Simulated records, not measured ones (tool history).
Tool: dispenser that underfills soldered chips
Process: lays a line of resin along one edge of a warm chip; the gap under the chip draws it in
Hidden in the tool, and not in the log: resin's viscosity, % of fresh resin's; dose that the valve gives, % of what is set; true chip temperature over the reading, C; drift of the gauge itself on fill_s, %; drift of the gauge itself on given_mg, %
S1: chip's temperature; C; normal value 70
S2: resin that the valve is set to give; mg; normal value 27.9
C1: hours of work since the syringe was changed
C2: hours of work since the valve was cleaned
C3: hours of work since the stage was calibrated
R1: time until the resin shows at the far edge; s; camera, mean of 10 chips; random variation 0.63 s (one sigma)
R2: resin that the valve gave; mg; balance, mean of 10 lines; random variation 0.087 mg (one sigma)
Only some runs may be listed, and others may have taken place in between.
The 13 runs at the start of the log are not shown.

run,hour,S1,S2,C1,C2,C3,R1,R2
# hour 85.3: new syringe of resin
# hour 90.5: dispensing valve cleaned and set on the balance
14,94.4,70,27.9,5,3,266,69.3,28.01
# hour 99.6: new syringe of resin
15,103.8,70,27.9,3,8,271,59.8,27.72
16,107.8,70,27.9,5,11,274,68.9,27.69
# hour 113.2: new syringe of resin
17,114.2,70,27.9,1,15,278,53.4,27.81
18,123.5,69,33.8,7,21,284,77.9,33.83
# hour 126.3: new syringe of resin
19,130.4,69,33.8,3,25,288,60.9,33.59
20,136.1,57,24.2,6,29,292,142.2,24.13
# hour 139.7: new syringe of resin
21,141.7,56,24.2,1,32,295,110.6,23.98
22,148.7,63,32.3,6,37,300,97.2,31.94
# hour 152.9: new syringe of resin
23,157.1,83,31.5,3,42,305,32.6,31.06
24,162.9,84,30.3,6,46,309,39.3,30.00
# hour 165.4: dispensing valve cleaned and set on the balance
# hour 167.3: new syringe of resin
25,168.4,83,25.4,1,2,311,29.1,25.26
26,177.8,60,29.4,7,8,317,117.9,29.14
# hour 180.7: new syringe of resin
27,182.3,56,34.9,1,10,320,105.4,34.81
28,191.0,56,34.9,7,16,326,144.6,34.76
# hour 193.8: new syringe of resin
29,195.3,56,29.4,1,19,328,102.9,29.33
30,202.2,56,29.4,5,23,333,133.0,29.10
# hour 207.5: new syringe of resin
31,210.4,70,26.6,2,28,338,55.2,26.39
32,214.7,71,27.9,5,31,340,60.8,27.58

What will run 33 give?
# hour 220.7: new syringe of resin
33,223.2,57,24.4,2,36,346,?,?

R1: 104.6 s
R2: 24.07 mg
On a tool with no hidden condition, and with the same random variation, this run would have come out at R1 107.3 s, R2 24.41 mg.

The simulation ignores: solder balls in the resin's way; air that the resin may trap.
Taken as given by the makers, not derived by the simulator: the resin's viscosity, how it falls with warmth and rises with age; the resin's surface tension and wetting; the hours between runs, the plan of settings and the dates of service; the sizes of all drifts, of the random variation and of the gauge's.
